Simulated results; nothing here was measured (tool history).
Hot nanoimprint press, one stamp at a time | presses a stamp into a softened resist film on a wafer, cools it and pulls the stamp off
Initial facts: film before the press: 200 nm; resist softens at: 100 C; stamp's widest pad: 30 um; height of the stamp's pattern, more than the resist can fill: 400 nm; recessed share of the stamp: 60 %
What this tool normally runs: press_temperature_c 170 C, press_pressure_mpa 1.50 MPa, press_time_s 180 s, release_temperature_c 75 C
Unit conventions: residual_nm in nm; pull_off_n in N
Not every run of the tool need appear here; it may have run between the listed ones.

{"run": 1, "day": 0.0, "press_temperature_c": 170, "press_pressure_mpa": 1.5, "press_time_s": 180, "release_temperature_c": 75, "residual_nm": 107.1, "pull_off_n": 238}
{"day": 0.912, "done": "press's hydraulic seals changed and the load cell set to zero"}
{"run": 2, "day": 3.133, "press_temperature_c": 170, "press_pressure_mpa": 1.5, "press_time_s": 180, "release_temperature_c": 75, "residual_nm": 105.9, "pull_off_n": 238}
{"run": 3, "day": 6.129, "press_temperature_c": 170, "press_pressure_mpa": 1.5, "press_time_s": 180, "release_temperature_c": 75, "residual_nm": 106.6, "pull_off_n": 267}
{"run": 4, "day": 9.188, "press_temperature_c": 177, "press_pressure_mpa": 1.5, "press_time_s": 180, "release_temperature_c": 75, "residual_nm": 84.8, "pull_off_n": 273}
{"day": 9.754, "done": "plate thermocouple calibrated"}
{"run": 5, "day": 12.038, "press_temperature_c": 169, "press_pressure_mpa": 1.5, "press_time_s": 180, "release_temperature_c": 75, "residual_nm": 107.7, "pull_off_n": 294}
{"run": 6, "day": 13.979, "press_temperature_c": 169, "press_pressure_mpa": 1.5, "press_time_s": 180, "release_temperature_c": 75, "residual_nm": 107.7, "pull_off_n": 296}
{"run": 7, "day": 15.708, "press_temperature_c": 169, "press_pressure_mpa": 1.5, "press_time_s": 180, "release_temperature_c": 75, "residual_nm": 107.8, "pull_off_n": 304}
{"run": 8, "day": 18.325, "press_temperature_c": 167, "press_pressure_mpa": 1.5, "press_time_s": 180, "release_temperature_c": 75, "residual_nm": 116.2, "pull_off_n": 319}
{"run": 9, "day": 20.638, "press_temperature_c": 158, "press_pressure_mpa": 1.5, "press_time_s": 180, "release_temperature_c": 75, "residual_nm": 151.0, "pull_off_n": 332}
{"run": 10, "day": 23.512, "press_temperature_c": 170, "press_pressure_mpa": 1.5, "press_time_s": 180, "release_temperature_c": 75, "residual_nm": 106.4, "pull_off_n": 331}
{"run": 11, "day": 25.646, "press_temperature_c": 170, "press_pressure_mpa": 1.5, "press_time_s": 180, "release_temperature_c": 75, "residual_nm": 107.0, "pull_off_n": 357}
{"run": 12, "day": 28.396, "press_temperature_c": 170, "press_pressure_mpa": 1.5, "press_time_s": 180, "release_temperature_c": 75, "residual_nm": 107.6, "pull_off_n": 356}
{"run": 13, "day": 29.954, "press_temperature_c": 170, "press_pressure_mpa": 1.5, "press_time_s": 180, "release_temperature_c": 75, "residual_nm": 107.9, "pull_off_n": 360}
{"run": 14, "day": 32.525, "press_temperature_c": 170, "press_pressure_mpa": 1.5, "press_time_s": 180, "release_temperature_c": 75, "residual_nm": 110.0, "pull_off_n": 381}
{"day": 33.888, "done": "stamp cleaned and given a new release coat"}
{"run": 15, "day": 34.625, "press_temperature_c": 170, "press_pressure_mpa": 1.5, "press_time_s": 180, "release_temperature_c": 75, "residual_nm": 108.9, "pull_off_n": 239}
{"day": 37.146, "done": "plate thermocouple calibrated"}
{"run": 16, "day": 37.538, "press_temperature_c": 170, "press_pressure_mpa": 2.0, "press_time_s": 124, "release_temperature_c": 75, "residual_nm": 99.2, "pull_off_n": 249}
{"day": 38.296, "done": "press's hydraulic seals changed and the load cell set to zero"}
{"run": 17, "day": 39.667, "press_temperature_c": 170, "press_pressure_mpa": 2.0, "press_time_s": 124, "release_temperature_c": 75, "residual_nm": 97.8, "pull_off_n": 253}
{"run": 18, "day": 42.888, "press_temperature_c": 167, "press_pressure_mpa": 1.5, "press_time_s": 180, "release_temperature_c": 63, "residual_nm": 113.3, "pull_off_n": 304}
{"run": 19, "day": 44.304, "press_temperature_c": 162, "press_pressure_mpa": 1.84, "press_time_s": 133, "release_temperature_c": 71, "residual_nm": 131.1, "pull_off_n": 286}
{"run": 20, "day": 46.1, "press_temperature_c": 177, "press_pressure_mpa": 1.59, "press_time_s": 126, "release_temperature_c": 80, "residual_nm": 90.6, "pull_off_n": 275}
{"run": 21, "day": 48.296, "press_temperature_c": 177, "press_pressure_mpa": 1.59, "press_time_s": 126, "release_temperature_c": 80, "residual_nm": 90.4, "pull_off_n": 276}
{"run": 22, "day": 50.717, "press_temperature_c": 177, "press_pressure_mpa": 1.59, "press_time_s": 126, "release_temperature_c": 80, "residual_nm": 90.1, "pull_off_n": 297}
{"run": 23, "day": 52.671, "press_temperature_c": 177, "press_pressure_mpa": 1.59, "press_time_s": 126, "release_temperature_c": 80, "residual_nm": 92.2, "pull_off_n": 299}
{"run": 24, "day": 54.142, "press_temperature_c": 177, "press_pressure_mpa": 1.59, "press_time_s": 162, "release_temperature_c": 80, "residual_nm": 85.4, "pull_off_n": 294}
{"run": 25, "day": 56.592, "press_temperature_c": 170, "press_pressure_mpa": 1.71, "press_time_s": 180, "release_temperature_c": 73, "residual_nm": 98.6, "pull_off_n": 340}
{"run": 26, "day": 58.95, "press_temperature_c": 170, "press_pressure_mpa": 1.22, "press_time_s": 177, "release_temperature_c": 73, "residual_nm": 118.1, "pull_off_n": 349}
{"run": 27, "day": 62.017, "press_temperature_c": 170, "press_pressure_mpa": 1.81, "press_time_s": 181, "release_temperature_c": 75, "residual_nm": 98.2, "pull_off_n": 348}
{"run": 28, "day": 63.558, "press_temperature_c": 169, "press_pressure_mpa": 1.53, "press_time_s": 136, "release_temperature_c": 76, "residual_nm": 118.3, "pull_off_n": 346}
{"day": 64.6, "done": "plate thermocouple calibrated"}
{"run": 29, "day": 66.85, "press_temperature_c": 170, "press_pressure_mpa": 1.54, "press_time_s": 289, "release_temperature_c": 75, "residual_nm": 88.4, "pull_off_n": 376}
{"day": 69.462, "done": "stamp cleaned and given a new release coat"}
{"run": 30, "day": 70.017, "press_temperature_c": 165, "press_pressure_mpa": 1.11, "press_time_s": 102, "release_temperature_c": 75, "residual_nm": 157.5, "pull_off_n": 241}

Consider 3 possible next runs. They are alternatives, not a sequence: every one starts from the tool as it was left by run 30. What does each give?
{"run": "A", "day": 71.854, "press_temperature_c": 172, "press_pressure_mpa": 1.5, "press_time_s": 180, "release_temperature_c": 75, "residual_nm": "?", "pull_off_n": "?"}
{"run": "B", "day": 71.854, "press_temperature_c": 161, "press_pressure_mpa": 1.5, "press_time_s": 180, "release_temperature_c": 75, "residual_nm": "?", "pull_off_n": "?"}
{"run": "C", "day": 71.854, "press_temperature_c": 170, "press_pressure_mpa": 1.5, "press_time_s": 181, "release_temperature_c": 75, "residual_nm": "?", "pull_off_n": "?"}

run=A residual_nm=99.2 pull_off_n=251
run=B residual_nm=140.2 pull_off_n=250
run=C residual_nm=105.4 pull_off_n=244
Had the tool no hidden state, the same runs would have come out as:
run=A residual_nm=95.5 pull_off_n=241
run=B residual_nm=136.0 pull_off_n=240
run=C residual_nm=101.6 pull_off_n=234
